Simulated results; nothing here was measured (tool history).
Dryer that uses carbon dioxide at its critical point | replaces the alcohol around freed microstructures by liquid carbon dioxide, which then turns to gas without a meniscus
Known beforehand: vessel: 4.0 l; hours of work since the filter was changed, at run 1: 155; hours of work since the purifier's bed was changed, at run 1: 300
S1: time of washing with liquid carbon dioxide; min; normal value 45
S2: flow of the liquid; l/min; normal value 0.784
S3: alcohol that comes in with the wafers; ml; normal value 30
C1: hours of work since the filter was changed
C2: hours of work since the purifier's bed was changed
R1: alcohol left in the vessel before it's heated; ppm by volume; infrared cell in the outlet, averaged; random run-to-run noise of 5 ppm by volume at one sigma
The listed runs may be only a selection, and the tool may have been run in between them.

run   hour  S1     S2  S3   C1   C2   R1
  1      0  45  0.784  30  155  300  130
  2   38.8  45  0.784  30  182  327  140
  3   74.9  45  0.784  51  206  351  145
  4  104.8  45  0.784  51  227  371  164
  5  127.9  45  0.784  51  242  387  158
  6  144.5  33  0.787  47  254  398  190
  7    177  39  1.045  56  276  421  182
  8  200.9  43  0.691  76  292  437  196
  9  235.9  43  0.691  76  316  461  212
     249.2  -- inlet filter changed
 10  255.3  43  0.691  76    4  473  193

Some steps in R1, run to run, broken into two amounts with sign: the step expected even without the hidden condition (settings, incoming material, random variation), and the rest, left for the hidden condition together with whatever gauge scatter is not in both the measured and the hidden-condition-free result:
Hidden state present: flow that reaches the vessel past the clogged filter, %; alcohol in the recycled carbon dioxide, ppm; drift of the gauge itself on alcohol_ppm, %.
Run 5 -> 6: S1 45 -> 33, S2 0.784 -> 0.787, S3 51 -> 47. R1 +32 ppm by volume: hidden state +14, all else +18.
Run 8 -> 9: nothing adjusted, nothing logged. R1 +16 ppm by volume: hidden state +21, all else -5.
